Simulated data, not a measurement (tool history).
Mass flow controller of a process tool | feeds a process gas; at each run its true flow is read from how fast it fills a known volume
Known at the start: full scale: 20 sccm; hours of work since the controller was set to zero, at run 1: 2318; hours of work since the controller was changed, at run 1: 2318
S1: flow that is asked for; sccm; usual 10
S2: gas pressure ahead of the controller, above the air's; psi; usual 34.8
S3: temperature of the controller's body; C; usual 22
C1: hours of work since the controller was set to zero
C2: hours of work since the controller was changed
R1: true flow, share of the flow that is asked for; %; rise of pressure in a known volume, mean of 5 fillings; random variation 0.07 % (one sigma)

run   hour  S1    S2  S3    C1    C2     R1
  1      0  10  34.8  22  2318  2318  98.84
  2   68.9  10  34.8  22  2369  2369  98.84
  3  134.4  10  34.8  22  2418  2418  98.75
  4  185.6  10  34.8  22  2456  2456  98.74
  5  228.9  10  34.8  22  2488  2488  98.99
  6  313.1  10  34.8  22  2551  2551  98.79
  7  354.9  10  30.5  22  2582  2582  98.86
  8  432.7  10  34.8  22  2639  2639  98.88
  9  506.5  10  20.6  22  2694  2694  98.99
 10  556.6  10  24.5  22  2731  2731  98.83
 11  629.4  10  34.8  22  2785  2785  98.89
 12  670.2   3  34.8  29  2816  2816  99.11
 13  748.9   3  34.8  29  2874  2874  98.98
 14  819.3   9  34.8  22  2926  2926  98.58

Forecast run 15:
 15  904.1  11  39.6  21  2989  2989   ?

R1: 98.75 %
Without the tool's hidden state the same run would have given R1 98.75 %.
